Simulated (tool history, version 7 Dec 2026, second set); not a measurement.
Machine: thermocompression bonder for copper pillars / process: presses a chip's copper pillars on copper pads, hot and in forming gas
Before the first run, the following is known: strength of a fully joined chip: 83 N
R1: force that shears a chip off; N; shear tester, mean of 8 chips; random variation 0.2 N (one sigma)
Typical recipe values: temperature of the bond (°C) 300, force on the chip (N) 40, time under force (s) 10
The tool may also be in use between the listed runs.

{"run": 1, "hour": 0.0, "temperature of the bond (°C)": 300, "force on the chip (N)": 40, "time under force (s)": 10, "R1": 35.3}
{"run": 2, "hour": 13.0, "temperature of the bond (°C)": 300, "force on the chip (N)": 40, "time under force (s)": 10, "R1": 35.2}
{"run": 3, "hour": 27.6, "temperature of the bond (°C)": 300, "force on the chip (N)": 40, "time under force (s)": 10, "R1": 35.1}
{"run": 4, "hour": 46.3, "temperature of the bond (°C)": 300, "force on the chip (N)": 40, "time under force (s)": 10, "R1": 35.3}
{"run": 5, "hour": 56.8, "temperature of the bond (°C)": 300, "force on the chip (N)": 40, "time under force (s)": 10, "R1": 34.9}
{"run": 6, "hour": 72.0, "temperature of the bond (°C)": 300, "force on the chip (N)": 40, "time under force (s)": 10, "R1": 34.7}
{"run": 7, "hour": 84.3, "temperature of the bond (°C)": 300, "force on the chip (N)": 40, "time under force (s)": 10, "R1": 34.4}
{"hour": 90.7, "done": "forming gas filter changed"}
{"run": 8, "hour": 102.6, "temperature of the bond (°C)": 300, "force on the chip (N)": 40, "time under force (s)": 10, "R1": 37.1}
{"run": 9, "hour": 117.9, "temperature of the bond (°C)": 300, "force on the chip (N)": 40, "time under force (s)": 10, "R1": 37.0}
{"run": 10, "hour": 128.0, "temperature of the bond (°C)": 300, "force on the chip (N)": 40, "time under force (s)": 10, "R1": 37.4}
{"run": 11, "hour": 140.4, "temperature of the bond (°C)": 300, "force on the chip (N)": 40, "time under force (s)": 10, "R1": 36.8}
{"run": 12, "hour": 156.9, "temperature of the bond (°C)": 300, "force on the chip (N)": 40, "time under force (s)": 10, "R1": 36.9}
{"run": 13, "hour": 165.6, "temperature of the bond (°C)": 300, "force on the chip (N)": 40, "time under force (s)": 10, "R1": 36.6}
{"run": 14, "hour": 183.8, "temperature of the bond (°C)": 300, "force on the chip (N)": 40, "time under force (s)": 10, "R1": 36.8}
{"hour": 186.5, "done": "force cell calibrated"}
{"run": 15, "hour": 199.2, "temperature of the bond (°C)": 300, "force on the chip (N)": 40, "time under force (s)": 7, "R1": 32.0}
{"run": 16, "hour": 211.5, "temperature of the bond (°C)": 300, "force on the chip (N)": 40, "time under force (s)": 7, "R1": 31.9}
{"run": 17, "hour": 226.8, "temperature of the bond (°C)": 316, "force on the chip (N)": 39, "time under force (s)": 7, "R1": 35.6}
{"run": 18, "hour": 244.9, "temperature of the bond (°C)": 316, "force on the chip (N)": 39, "time under force (s)": 7, "R1": 35.2}
{"hour": 248.8, "done": "force cell calibrated, once more"}
{"run": 19, "hour": 259.5, "temperature of the bond (°C)": 318, "force on the chip (N)": 49, "time under force (s)": 10, "R1": 49.8}
{"run": 20, "hour": 279.0, "temperature of the bond (°C)": 271, "force on the chip (N)": 40, "time under force (s)": 26, "R1": 39.4}
{"run": 21, "hour": 291.7, "temperature of the bond (°C)": 286, "force on the chip (N)": 29, "time under force (s)": 26, "R1": 32.7}
{"run": 22, "hour": 308.4, "temperature of the bond (°C)": 300, "force on the chip (N)": 26, "time under force (s)": 10, "R1": 22.1}
{"run": 23, "hour": 320.5, "temperature of the bond (°C)": 288, "force on the chip (N)": 26, "time under force (s)": 15, "R1": 23.3}
{"run": 24, "hour": 333.2, "temperature of the bond (°C)": 288, "force on the chip (N)": 26, "time under force (s)": 15, "R1": 23.2}
{"run": 25, "hour": 346.3, "temperature of the bond (°C)": 288, "force on the chip (N)": 55, "time under force (s)": 15, "R1": 49.5}

Each row is a separate what-if for the run after 25, all from the same tool condition, not one after another. Results?
{"run": "A", "hour": 355.2, "temperature of the bond (°C)": 301, "force on the chip (N)": 39, "time under force (s)": 10, "R1": "?"}
{"run": "B", "hour": 355.2, "temperature of the bond (°C)": 320, "force on the chip (N)": 55, "time under force (s)": 15, "R1": "?"}
{"run": "C", "hour": 355.2, "temperature of the bond (°C)": 295, "force on the chip (N)": 46, "time under force (s)": 6, "R1": "?"}
{"run": "D", "hour": 355.2, "temperature of the bond (°C)": 275, "force on the chip (N)": 40, "time under force (s)": 10, "R1": "?"}

run=A R1=34.5
run=B R1=59.6
run=C R1=32.4
run=D R1=27.9
Without the tool's unlogged condition, the same runs would have read:
run=A R1=37.1
run=B R1=63.4
run=C R1=34.9
run=D R1=30.2

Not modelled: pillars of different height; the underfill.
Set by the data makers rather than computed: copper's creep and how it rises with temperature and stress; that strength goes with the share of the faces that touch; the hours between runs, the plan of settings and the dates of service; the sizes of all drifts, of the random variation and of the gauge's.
